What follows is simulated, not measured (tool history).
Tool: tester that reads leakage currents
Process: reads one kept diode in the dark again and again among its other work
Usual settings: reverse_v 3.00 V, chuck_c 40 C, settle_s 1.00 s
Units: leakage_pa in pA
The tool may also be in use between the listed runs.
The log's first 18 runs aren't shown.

{"run": 19, "day": 42.425, "reverse_v": 3.0, "chuck_c": 40, "settle_s": 1.0, "leakage_pa": 165.02}
{"run": 20, "day": 44.129, "reverse_v": 3.0, "chuck_c": 40, "settle_s": 1.35, "leakage_pa": 164.96}
{"run": 21, "day": 45.958, "reverse_v": 3.0, "chuck_c": 40, "settle_s": 9.42, "leakage_pa": 164.32}
{"run": 22, "day": 47.358, "reverse_v": 3.0, "chuck_c": 40, "settle_s": 9.42, "leakage_pa": 163.14}
{"run": 23, "day": 49.058, "reverse_v": 19.49, "chuck_c": 30, "settle_s": 3.48, "leakage_pa": 157.23}
{"day": 49.9, "done": "chuck's temperature calibrated"}
{"run": 24, "day": 52.1, "reverse_v": 15.16, "chuck_c": 25, "settle_s": 1.1, "leakage_pa": 104.3}
{"run": 25, "day": 53.45, "reverse_v": 3.45, "chuck_c": 40, "settle_s": 0.37, "leakage_pa": 181.3}
{"run": 26, "day": 56.508, "reverse_v": 3.45, "chuck_c": 40, "settle_s": 0.37, "leakage_pa": 179.78}
{"run": 27, "day": 59.088, "reverse_v": 1.33, "chuck_c": 24, "settle_s": 0.66, "leakage_pa": 37.31}
{"run": 28, "day": 62.138, "reverse_v": 1.33, "chuck_c": 24, "settle_s": 0.66, "leakage_pa": 36.99}
{"run": 29, "day": 64.917, "reverse_v": 1.33, "chuck_c": 24, "settle_s": 0.66, "leakage_pa": 36.95}
{"run": 30, "day": 66.542, "reverse_v": 3.54, "chuck_c": 40, "settle_s": 1.16, "leakage_pa": 177.93}
{"run": 31, "day": 68.312, "reverse_v": 1.52, "chuck_c": 25, "settle_s": 1.16, "leakage_pa": 41.82}
{"run": 32, "day": 69.933, "reverse_v": 1.52, "chuck_c": 25, "settle_s": 1.16, "leakage_pa": 41.42}
{"run": 33, "day": 71.362, "reverse_v": 1.7, "chuck_c": 25, "settle_s": 0.42, "leakage_pa": 43.56}
{"run": 34, "day": 73.425, "reverse_v": 7.48, "chuck_c": 40, "settle_s": 1.0, "leakage_pa": 232.91}
{"run": 35, "day": 76.012, "reverse_v": 15.84, "chuck_c": 40, "settle_s": 3.71, "leakage_pa": 305.74}
{"run": 36, "day": 77.796, "reverse_v": 11.04, "chuck_c": 40, "settle_s": 1.47, "leakage_pa": 266.96}
{"run": 37, "day": 79.225, "reverse_v": 4.28, "chuck_c": 41, "settle_s": 1.0, "leakage_pa": 202.36}
{"run": 38, "day": 82.108, "reverse_v": 2.52, "chuck_c": 40, "settle_s": 1.0, "leakage_pa": 153.41}
{"run": 39, "day": 84.396, "reverse_v": 3.0, "chuck_c": 40, "settle_s": 1.52, "leakage_pa": 163.74}

5 ways to go on from here, each from the tool as it stands after run 39. What would each give?
{"run": "A", "day": 86.25, "reverse_v": 3.0, "chuck_c": 24, "settle_s": 0.71, "leakage_pa": "?"}
{"run": "B", "day": 86.25, "reverse_v": 3.0, "chuck_c": 25, "settle_s": 2.39, "leakage_pa": "?"}
{"run": "C", "day": 86.25, "reverse_v": 3.86, "chuck_c": 38, "settle_s": 0.54, "leakage_pa": "?"}
{"run": "D", "day": 86.25, "reverse_v": 4.21, "chuck_c": 55, "settle_s": 1.0, "leakage_pa": "?"}
{"run": "E", "day": 86.25, "reverse_v": 4.38, "chuck_c": 48, "settle_s": 2.62, "leakage_pa": "?"}

run=A leakage_pa=48.93
run=B leakage_pa=52.22
run=C leakage_pa=155.38
run=D leakage_pa=527.82
run=E leakage_pa=330.11
Without the tool's hidden state the same runs would have given:
run=A leakage_pa=50.64
run=B leakage_pa=54.21
run=C leakage_pa=164.00
run=D leakage_pa=560.35
run=E leakage_pa=350.05
